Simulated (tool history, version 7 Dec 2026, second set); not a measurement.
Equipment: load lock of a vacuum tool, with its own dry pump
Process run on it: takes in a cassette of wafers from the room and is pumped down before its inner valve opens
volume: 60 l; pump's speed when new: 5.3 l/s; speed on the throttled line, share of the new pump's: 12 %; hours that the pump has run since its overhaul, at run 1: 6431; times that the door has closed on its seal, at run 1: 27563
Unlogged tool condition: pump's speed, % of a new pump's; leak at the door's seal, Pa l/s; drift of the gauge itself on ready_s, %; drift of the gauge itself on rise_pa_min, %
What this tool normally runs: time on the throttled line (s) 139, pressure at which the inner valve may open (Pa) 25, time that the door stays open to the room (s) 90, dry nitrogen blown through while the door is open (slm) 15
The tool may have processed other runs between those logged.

run    hour  time on the throttled line (s)  pressure at which the inner valve may open (Pa)  time that the door stays open to the room (s)  dry nitrogen blown through while the door is open (slm)  hours that the pump has run since its overhaul  times that the door has closed on its seal  incoming humidity of the room's air, %  time from the closed door until the inner valve may open (s)  rise of the pressure with all valves shut (Pa/min)
  1     0.0                             139                                               25                                             90                                                       15                                            6431                                       27563                                    45.9                                                         219.9                                               0.237
  2   330.7                             139                                               25                                             90                                                       15                                            6762                                       28857                                    44.8                                                         219.7                                               0.255
  3   793.3                             139                                               25                                             90                                                       15                                            7224                                       30667                                    39.7                                                         221.8                                               0.266
  4  1243.4                             139                                               25                                             90                                                       15                                            7674                                       32428                                    46.6                                                         222.2                                               0.291
  5  1608.0                             139                                               25                                             90                                                       15                                            8039                                       33855                                    44.9                                                         221.6                                               0.315
  6  2057.4                             148                                               25                                             90                                                       15                                            8488                                       35613                                    44.4                                                         230.0                                               0.343
  7  2325.0                             148                                               25                                             90                                                       15                                            8756                                       36660                                    47.2                                                         230.8                                               0.348
  8  2560.1                             148                                               25                                             43                                                       15                                            8991                                       37581                                    44.6                                                         229.6                                               0.350
  9  3030.3                             235                                               25                                             90                                                       15                                            9461                                       39420                                    42.1                                                         306.0                                               0.374
 10  3464.8                             235                                               25                                             90                                                       15                                            9896                                       41120                                    45.4                                                         306.6                                               0.412
     3549.5  -- door's seal changed, seat wiped
 11  3866.9                             235                                               25                                             90                                                       15                                           10296                                        1242                                    47.1                                                         306.9                                               0.066
 12  4283.4                             235                                               25                                             90                                                       15                                           10713                                        2872                                    40.4                                                         307.9                                               0.065
 13  4603.9                             235                                               25                                             90                                                       15                                           11033                                        4126                                    41.9                                                         306.8                                               0.072
 14  4990.9                             235                                               25                                             90                                                       15                                           11421                                        5640                                    44.7                                                         306.6                                               0.077
 15  5311.9                              97                                               28                                             90                                                       13                                           11741                                        6896                                    44.8                                                         187.3                                               0.089
 16  5648.8                              97                                               28                                             90                                                       13                                           12078                                        8215                                    42.5                                                         186.4                                               0.089
 17  5858.5                              85                                               40                                            109                                                        5                                           12288                                        9035                                    46.9                                                         172.5                                               0.123
 18  6301.0                             114                                               40                                            109                                                        5                                           12731                                       10767                                    46.4                                                         198.9                                               0.128
 19  6542.2                             139                                               25                                             37                                                       15                                           12972                                       11710                                    43.3                                                         225.8                                               0.099
 20  6826.7                             218                                               25                                             90                                                       15                                           13256                                       12823                                    46.9                                                         294.8                                               0.121
 21  7171.5                             218                                               25                                             32                                                       15                                           13601                                       14173                                    42.1                                                         294.6                                               0.106
     7489.8  -- dry pump taken out, an overhauled one fitted
 22  7616.6                             169                                               25                                             90                                                       43                                             127                                       15891                                    44.4                                                         243.2                                               0.127
 23  7924.2                             169                                               25                                             90                                                       43                                             434                                       17095                                    42.4                                                         242.9                                               0.129
 24  8221.5                             169                                               25                                             90                                                       43                                             732                                       18258                                    43.7                                                         243.3                                               0.141
 25  8585.7                             169                                               25                                             90                                                       43                                            1096                                       19683                                    44.1                                                         243.4                                               0.146
 26  8820.3                             169                                               25                                             90                                                       43                                            1331                                       20601                                    45.6                                                         243.7                                               0.158
 27  9248.6                              92                                               25                                             90                                                       15                                            1759                                       22277                                    45.7                                                         175.3                                               0.187
 28  9661.1                              92                                               25                                             90                                                       15                                            2171                                       23891                                    43.5                                                         176.6                                               0.205

Each row is a separate what-if for the run after 28, all from the same tool condition, not one after another. Results?
  A  10125.9                             139                                               20                                            129                                                        6                                            2636                                       25710                                    39.4                                                             ?                                                   ?
  B  10125.9                              72                                               28                                             90                                                        9                                            2636                                       25710                                    43.7                                                             ?                                                   ?
  C  10125.9                             254                                               25                                             90                                                       20                                            2636                                       25710                                    47.7                                                             ?                                                   ?
  D  10125.9                              80                                               48                                             58                                                       15                                            2636                                       25710                                    41.9                                                             ?                                                   ?
  E  10125.9                             101                                               25                                             33                                                        6                                            2636                                       25710                                    45.9                                                             ?                                                   ?

run  time from the closed door until the inner valve may open (s)  rise of the pressure with all valves shut (Pa/min)
  A                                                         220.8                                               0.231
  B                                                         158.7                                               0.222
  C                                                         319.8                                               0.218
  D                                                         158.3                                               0.207
  E                                                         184.9                                               0.214
Take away the tool's hidden state, keep each run's random variation, and the runs would have read:
run  time from the closed door until the inner valve may open (s)  rise of the pressure with all valves shut (Pa/min)
  A                                                         218.4                                               0.070
  B                                                         155.9                                               0.063
  C                                                         317.9                                               0.057
  D                                                         156.0                                               0.047
  E                                                         182.5                                               0.051
